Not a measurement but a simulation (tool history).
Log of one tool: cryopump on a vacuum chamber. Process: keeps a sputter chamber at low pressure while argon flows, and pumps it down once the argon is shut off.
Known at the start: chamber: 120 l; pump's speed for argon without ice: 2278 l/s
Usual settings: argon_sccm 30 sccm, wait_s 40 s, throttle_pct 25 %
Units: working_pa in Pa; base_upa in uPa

| run | hour | argon_sccm | wait_s | throttle_pct | working_pa | base_upa |
|---|---|---|---|---|---|---|
| 1 | 0 | 30 | 40 | 25 | 0.0898 | 2.12 |
| 2 | 47.7 | 30 | 40 | 25 | 0.0897 | 2.12 |
| 3 | 115 | 30 | 40 | 24 | 0.0946 | 2.16 |
| 4 | 199.2 | 30 | 40 | 24 | 0.0936 | 2.17 |
| 5 | 239.8 | 26 | 40 | 25 | 0.0792 | 2.18 |
| 6 | 287.2 | 30 | 40 | 25 | 0.0908 | 2.26 |
| 7 | 341 | 30 | 40 | 25 | 0.0916 | 2.25 |
| 8 | 413.6 | 20 | 40 | 25 | 0.0609 | 2.33 |
| 9 | 498.1 | 30 | 40 | 21 | 0.1095 | 2.29 |
| 10 | 540.4 | 30 | 191 | 21 | 0.1087 | 1 |
| 11 | 589.9 | 30 | 191 | 21 | 0.1112 | 1.03 |
| 12 | 660 | 30 | 191 | 21 | 0.1108 | 1.05 |
| 13 | 729.2 | 27 | 40 | 25 | 0.0841 | 2.38 |
| 14 | 771.2 | 27 | 40 | 25 | 0.0843 | 2.37 |
| 15 | 822.4 | 27 | 40 | 25 | 0.0848 | 2.38 |
| 16 | 913.4 | 30 | 40 | 25 | 0.094 | 2.44 |
| 17 | 990.2 | 16 | 40 | 25 | 0.0495 | 2.44 |
|  | 1014.8 | pump warmed up, emptied and cooled again |
| 18 | 1080 | 33 | 83 | 45 | 0.0554 | 1.5 |
| 19 | 1158.5 | 16 | 145 | 25 | 0.0478 | 1.19 |
| 20 | 1212.1 | 29 | 45 | 25 | 0.0868 | 2.2 |
| 21 | 1271.1 | 29 | 36 | 57 | 0.0392 | 2.6 |
| 22 | 1344.6 | 29 | 62 | 15 | 0.1446 | 1.87 |
| 23 | 1413.2 | 46 | 40 | 25 | 0.1397 | 2.4 |
| 24 | 1496.1 | 47 | 40 | 25 | 0.1423 | 2.4 |
| 25 | 1532.9 | 31 | 71 | 35 | 0.0682 | 1.81 |
| 26 | 1621.6 | 31 | 71 | 35 | 0.0683 | 1.77 |
| 27 | 1710.1 | 31 | 71 | 35 | 0.0695 | 1.88 |
| 28 | 1764.8 | 26 | 46 | 55 | 0.0383 | 2.38 |
|  | 1805.6 | leaking fittings of the chamber tightened, without venting |
| 29 | 1838.6 | 49 | 35 | 41 | 0.0941 | 2.04 |
| 30 | 1902.1 | 49 | 35 | 41 | 0.0963 | 1.91 |
| 31 | 1956.9 | 15 | 65 | 18 | 0.0645 | 1.17 |
| 32 | 1997.2 | 15 | 65 | 18 | 0.0648 | 1.22 |
| 33 | 2080.9 | 21 | 224 | 18 | 0.0906 | 0.55 |
| 34 | 2127.8 | 21 | 224 | 51 | 0.0337 | 0.51 |

4 ways to go on from here, each from the tool as it stands after run 34. What would each give?
| A | 2214.4 | 43 | 196 | 39 | ? | ? |
| B | 2214.4 | 28 | 224 | 23 | ? | ? |
| C | 2214.4 | 19 | 26 | 21 | ? | ? |
| D | 2214.4 | 27 | 147 | 40 | ? | ? |

| run | working_pa | base_upa |
|---|---|---|
| A | 0.0905 | 0.61 |
| B | 0.095 | 0.53 |
| C | 0.0704 | 2.67 |
| D | 0.0551 | 0.68 |
Without the tool's hidden state the same runs would have given:
| run | working_pa | base_upa |
|---|---|---|
| A | 0.0821 | 0.48 |
| B | 0.0896 | 0.4 |
| C | 0.0666 | 2.54 |
| D | 0.0498 | 0.55 |
